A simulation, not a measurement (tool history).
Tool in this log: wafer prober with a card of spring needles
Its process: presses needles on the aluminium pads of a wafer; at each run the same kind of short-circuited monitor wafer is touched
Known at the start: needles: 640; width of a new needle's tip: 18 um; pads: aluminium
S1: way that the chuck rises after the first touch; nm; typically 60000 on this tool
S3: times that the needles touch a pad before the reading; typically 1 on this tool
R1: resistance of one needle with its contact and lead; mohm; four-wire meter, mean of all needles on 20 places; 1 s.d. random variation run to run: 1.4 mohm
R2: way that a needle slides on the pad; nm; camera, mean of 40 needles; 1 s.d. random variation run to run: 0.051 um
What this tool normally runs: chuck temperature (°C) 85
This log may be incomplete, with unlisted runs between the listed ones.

Run 1, hour 0.0: usual settings. Result: R1 139 mohm, R2 10910 nm.
At hour 2.1: height of the first contact set anew.
At hour 8.8: tips cleaned on abrasive film.
At hour 17.5: tips cleaned on abrasive film.
Run 2, hour 18.4: usual settings. Result: R1 168 mohm, R2 11710 nm.
At hour 26.3: tips cleaned on abrasive film.
At hour 34.3: tips cleaned on abrasive film.
Run 3, hour 41.3: usual settings. Result: R1 249 mohm, R2 11800 nm.
At hour 42.9: tips cleaned on abrasive film.
At hour 50.9: tips cleaned on abrasive film.
Run 4, hour 53.7: usual settings but chuck temperature (°C) 50. Result: R1 200 mohm, R2 11720 nm.
At hour 57.7: tips cleaned on abrasive film, once more.
Run 5, hour 65.5: usual settings but chuck temperature (°C) 50. Result: R1 263 mohm, R2 11580 nm.
At hour 66.9: tips cleaned on abrasive film.
At hour 75.9: tips cleaned on abrasive film.
Run 6, hour 79.7: usual settings. Result: R1 231 mohm, R2 11680 nm.
At hour 85.3: tips cleaned on abrasive film.
At hour 93.4: tips cleaned on abrasive film.
Run 7, hour 99.5: usual settings. Result: R1 252 mohm, R2 11520 nm.
At hour 103.2: tips cleaned on abrasive film.
At hour 111.2: tips cleaned on abrasive film.
Run 8, hour 111.2: usual settings. Result: R1 146 mohm, R2 11590 nm.
At hour 119.8: tips cleaned on abrasive film.
At hour 129.0: tips cleaned on abrasive film.
Run 9, hour 129.7: usual settings. Result: R1 155 mohm, R2 11460 nm.
At hour 137.1: tips cleaned on abrasive film.
Run 10, hour 143.6: usual settings. Result: R1 257 mohm, R2 11410 nm.
At hour 145.7: tips cleaned on abrasive film.
At hour 154.0: tips cleaned on abrasive film.
Run 11, hour 161.5: usual settings. Result: R1 267 mohm, R2 11390 nm.
At hour 162.9: tips cleaned on abrasive film.
At hour 171.1: tips cleaned on abrasive film.
Run 12, hour 177.7: usual settings but S1 47000 nm. Result: R1 342 mohm, R2 8810 nm.
At hour 180.6: tips cleaned on abrasive film.
Run 13, hour 187.4: usual settings but S1 47000 nm. Result: R1 343 mohm, R2 8770 nm.
At hour 188.9: tips cleaned on abrasive film.
At hour 197.2: tips cleaned on abrasive film.
Run 14, hour 204.7: usual settings but S1 47000 nm. Result: R1 354 mohm, R2 8820 nm.
At hour 206.7: tips cleaned on abrasive film.
Run 15, hour 214.3: usual settings but S1 47000 nm. Result: R1 361 mohm, R2 8810 nm.
At hour 215.7: tips cleaned on abrasive film.
At hour 224.1: tips cleaned on abrasive film.
Run 16, hour 231.1: usual settings but S1 47000 nm. Result: R1 366 mohm, R2 8670 nm.
At hour 233.2: tips cleaned on abrasive film.
At hour 241.4: tips cleaned on abrasive film.
At hour 249.4: tips cleaned on abrasive film.
Run 17, hour 249.5: usual settings. Result: R1 142 mohm, R2 11110 nm.
At hour 258.3: tips cleaned on abrasive film.
Run 18, hour 261.1: usual settings. Result: R1 218 mohm, R2 11080 nm.
At hour 266.8: tips cleaned on abrasive film.
At hour 275.5: tips cleaned on abrasive film.
Run 19, hour 276.6: usual settings. Result: R1 179 mohm, R2 11150 nm.
At hour 283.8: tips cleaned on abrasive film.
At hour 291.9: tips cleaned on abrasive film.
At hour 299.9: tips cleaned on abrasive film.
Run 20, hour 299.9: usual settings but S1 63000 nm, chuck temperature (°C) 53. Result: R1 141 mohm, R2 11570 nm.
At hour 308.2: tips cleaned on abrasive film.
At hour 317.2: tips cleaned on abrasive film.
Run 21, hour 320.1: usual settings but S1 63000 nm, chuck temperature (°C) 53. Result: R1 215 mohm, R2 11640 nm.
At hour 325.3: tips cleaned on abrasive film.
At hour 333.7: tips cleaned on abrasive film.
Run 22, hour 337.4: usual settings but S1 72000 nm, chuck temperature (°C) 89. Result: R1 200 mohm, R2 13390 nm.
At hour 342.2: tips cleaned on abrasive film.
Run 23, hour 350.1: usual settings but S1 40000 nm, chuck temperature (°C) 86. Result: R1 473 mohm, R2 6990 nm.
At hour 351.8: tips cleaned on abrasive film.
At hour 361.5: tips cleaned on abrasive film.
Run 24, hour 366.0: usual settings but S1 40000 nm, chuck temperature (°C) 50. Result: R1 406 mohm, R2 7010 nm.
At hour 368.3: height of the first contact set anew.
At hour 371.3: tips cleaned on abrasive film.
At hour 380.4: tips cleaned on abrasive film.
Run 25, hour 382.2: usual settings but S1 72000 nm, chuck temperature (°C) 65. Result: R1 168 mohm, R2 14010 nm.
At hour 388.5: tips cleaned on abrasive film.
Run 26, hour 393.1: usual settings but S1 59000 nm, chuck temperature (°C) 44. Result: R1 246 mohm, R2 11520 nm.
At hour 396.6: tips cleaned on abrasive film.
At hour 406.0: tips cleaned on abrasive film.
Run 27, hour 411.7: usual settings but S1 64000 nm, chuck temperature (°C) 45. Result: R1 242 mohm, R2 12430 nm.
At hour 414.3: tips cleaned on abrasive film.
At hour 422.7: tips cleaned on abrasive film.
Run 28, hour 427.5: usual settings but S1 72000 nm, chuck temperature (°C) 29, S3 2. Result: R1 181 mohm, R2 14000 nm.
At hour 430.9: tips cleaned on abrasive film.
At hour 439.1: tips cleaned on abrasive film.
Run 29, hour 446.2: usual settings but S1 57000 nm, chuck temperature (°C) 50, S3 2. Result: R1 224 mohm, R2 10950 nm.

Pick out some run-to-run changes in R1. Of each, how much would a tool without hidden state show as well, from the settings, what came in and chance, and how much is left for the hidden state and any gauge scatter not in both results compared?
Hidden conditions of the tool in this case: debris on the tips, nm; way that the needles fall short of the set height, um; tips' diameter, um; drift of the gauge itself on contact_mohm, %; drift of the gauge itself on scrub_um, %.
Run 22 -> 23: S1 72000 -> 40000, chuck temperature (°C) 89 -> 86, tips cleaned on abrasive film. R1 +273 mohm: hidden state +264, all else +9.
Run 24 -> 25: S1 40000 -> 72000, chuck temperature (°C) 50 -> 65, height of the first contact set anew, tips cleaned on abrasive film, tips cleaned on abrasive film. R1 -238 mohm: hidden state -237, all else -1.
